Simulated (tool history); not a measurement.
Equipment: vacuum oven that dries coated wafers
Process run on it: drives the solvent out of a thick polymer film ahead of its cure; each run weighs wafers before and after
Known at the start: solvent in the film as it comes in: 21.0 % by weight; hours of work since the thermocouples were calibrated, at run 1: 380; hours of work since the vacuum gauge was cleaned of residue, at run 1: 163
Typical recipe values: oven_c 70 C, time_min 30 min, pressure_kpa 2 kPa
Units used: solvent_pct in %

run,hour,oven_c,time_min,pressure_kpa,hours of work since the thermocouples were calibrated,hours of work since the vacuum gauge was cleaned of residue,solvent_pct
1,0,70,30,2,380,163,3.1
2,33.4,70,30,2,396,179,3.28
3,96.3,70,30,2,425,209,3.18
4,136.8,70,30,2,444,227,3.18
5,208.1,70,19,2,478,261,4.61
6,273.1,70,30,2,508,291,3.18
7,337.6,70,30,2,538,322,3.16
8,376.1,70,21,2,556,340,4.32
9,424.9,70,30,2,579,362,3.19
10,489.7,59,30,2,610,393,7.53
11,533.7,70,33,2,630,414,3.06
12,572.7,70,33,2,649,432,2.89
13,628.2,70,33,5.24,675,458,6.5
14,665.2,70,30,2,692,475,3.24
15,728.4,85,30,2,722,505,1.25
16,800.7,85,30,2,755,539,1.38
17,865.8,85,30,2,786,569,1.36
18,930.7,70,30,7.45,816,600,9.2
19,975.3,70,30,7.45,837,620,9.22
20,1046.4,70,30,7.45,871,654,9.17
21,1104.8,70,30,7.45,898,681,9
22,1147.5,70,30,7.45,918,701,9.06
23,1177.9,70,30,6.56,932,715,7.95
24,1213.4,70,30,6.56,949,732,8.12
25,1281.6,70,49,3.05,981,764,3.82
26,1350.1,70,49,3.05,1013,796,3.73
27,1405,75,44,4.62,1039,822,4.52
28,1450.6,75,30,3.22,1060,843,3.4
29,1486.9,70,18,4.89,1077,860,7.6
30,1548.7,70,34,4.89,1106,889,6.06
31,1601.2,70,34,4.89,1131,914,6.21
32,1640.7,70,34,4.89,1149,932,6.09
33,1703,70,34,4.89,1178,961,6.11
34,1735.8,70,34,4.89,1194,977,6.18
35,1795.4,70,34,4.89,1222,1005,6.2
36,1837.6,70,34,4.89,1241,1025,6.07
37,1893.6,59,22,2,1268,1051,9.03
38,1925,69,23,2,1282,1065,4.09
39,1977.6,66,21,2,1307,1090,5.79
40,2018.6,66,21,2,1326,1109,5.72
41,2076,66,36,1.66,1353,1136,3.61
42,2120.6,70,35,2,1374,1157,3.14
43,2159.7,64,47,2.33,1392,1175,4.4
44,2231.7,70,24,2.1,1426,1209,3.71
45,2303.5,85,52,4.05,1460,1243,2.55
46,2336.1,85,52,4.05,1475,1258,2.66
47,2404.7,81,29,4.76,1507,1290,3.69

Below, each run's measurement less what the same run would have read without the hidden state. Both values contain the same run-to-run variation, but the gauge's scatter may not be the same in both:
What the log doesn't record here: true wafer temperature over the reading, C; true pressure over the reading, kPa; drift of the gauge itself on solvent_pct, %.
run,solvent_pct
1,+0.01
2,+0.02
3,+0.02
4,+0.02
5,-0.03
6,+0.03
7,+0.03
8,-0.02
9,+0.04
10,-0.02
11,+0.07
12,+0.07
13,+0
14,+0.06
15,+0.09
16,+0.1
17,+0.1
18,-0.08
19,-0.09
20,-0.09
21,-0.09
22,-0.09
23,-0.07
24,-0.07
25,+0.17
26,+0.18
27,+0.11
28,+0.12
29,-0.17
30,+0.03
31,+0.03
32,+0.03
33,+0.03
34,+0.03
35,+0.03
36,+0.03
37,-0.14
38,-0.02
39,-0.13
40,-0.13
41,+0.17
42,+0.22
43,+0.23
44,+0.02
45,+0.15
46,+0.15
47,+0.13
